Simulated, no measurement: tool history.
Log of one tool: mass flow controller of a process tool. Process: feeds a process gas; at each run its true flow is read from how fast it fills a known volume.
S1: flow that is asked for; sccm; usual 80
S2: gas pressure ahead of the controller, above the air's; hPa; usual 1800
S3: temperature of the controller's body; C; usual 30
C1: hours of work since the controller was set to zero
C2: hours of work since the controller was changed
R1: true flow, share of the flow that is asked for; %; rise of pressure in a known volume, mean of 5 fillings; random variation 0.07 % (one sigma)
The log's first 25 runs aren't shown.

{"run": 26, "hour": 10223.1, "S1": 70, "S2": 1520, "S3": 33, "C1": 354, "C2": 3413, "R1": 98.76}
{"run": 27, "hour": 10795.2, "S1": 50, "S2": 1570, "S3": 29, "C1": 611, "C2": 3670, "R1": 99.01}
{"run": 28, "hour": 11378.4, "S1": 141, "S2": 1520, "S3": 34, "C1": 873, "C2": 3932, "R1": 99.04}
{"run": 29, "hour": 11950.3, "S1": 141, "S2": 1600, "S3": 34, "C1": 1130, "C2": 4189, "R1": 99.17}
{"run": 30, "hour": 12422.5, "S1": 80, "S2": 1640, "S3": 30, "C1": 1342, "C2": 4401, "R1": 99.1}
{"run": 31, "hour": 12668.1, "S1": 22, "S2": 1880, "S3": 22, "C1": 1452, "C2": 4512, "R1": 98.81}
{"run": 32, "hour": 13062.4, "S1": 22, "S2": 1880, "S3": 22, "C1": 1630, "C2": 4689, "R1": 98.78}
{"run": 33, "hour": 13467.3, "S1": 61, "S2": 2370, "S3": 22, "C1": 1811, "C2": 4871, "R1": 99.5}
{"run": 34, "hour": 13993.7, "S1": 23, "S2": 2380, "S3": 35, "C1": 2048, "C2": 5107, "R1": 97.17}
{"run": 35, "hour": 14479.8, "S1": 102, "S2": 1800, "S3": 23, "C1": 2266, "C2": 5326, "R1": 100.03}
{"run": 36, "hour": 14919.7, "S1": 175, "S2": 1800, "S3": 26, "C1": 2464, "C2": 5523, "R1": 100.26}
{"run": 37, "hour": 15386.2, "S1": 28, "S2": 2270, "S3": 30, "C1": 2673, "C2": 5733, "R1": 97.96}
{"run": 38, "hour": 15795.7, "S1": 28, "S2": 1610, "S3": 32, "C1": 2857, "C2": 5917, "R1": 97.84}
{"run": 39, "hour": 16364.7, "S1": 157, "S2": 1800, "S3": 25, "C1": 3113, "C2": 6172, "R1": 100.26}
{"run": 40, "hour": 16857.0, "S1": 157, "S2": 2340, "S3": 25, "C1": 3334, "C2": 6394, "R1": 100.14}
{"run": 41, "hour": 17408.0, "S1": 184, "S2": 2340, "S3": 25, "C1": 3582, "C2": 6641, "R1": 100.35}

Forecast each of these 3 alternatives for the next run:
{"run": "A", "hour": 17939.4, "S1": 63, "S2": 1730, "S3": 30, "C1": 3820, "C2": 6880, "R1": "?"}
{"run": "B", "hour": 17939.4, "S1": 184, "S2": 2340, "S3": 24, "C1": 3820, "C2": 6880, "R1": "?"}
{"run": "C", "hour": 17939.4, "S1": 21, "S2": 2370, "S3": 23, "C1": 3820, "C2": 6880, "R1": "?"}

run=A R1=98.91
run=B R1=100.43
run=C R1=97.76
Without the tool's hidden state the same runs would have given:
run=A R1=98.73
run=B R1=99.85
run=C R1=98.81

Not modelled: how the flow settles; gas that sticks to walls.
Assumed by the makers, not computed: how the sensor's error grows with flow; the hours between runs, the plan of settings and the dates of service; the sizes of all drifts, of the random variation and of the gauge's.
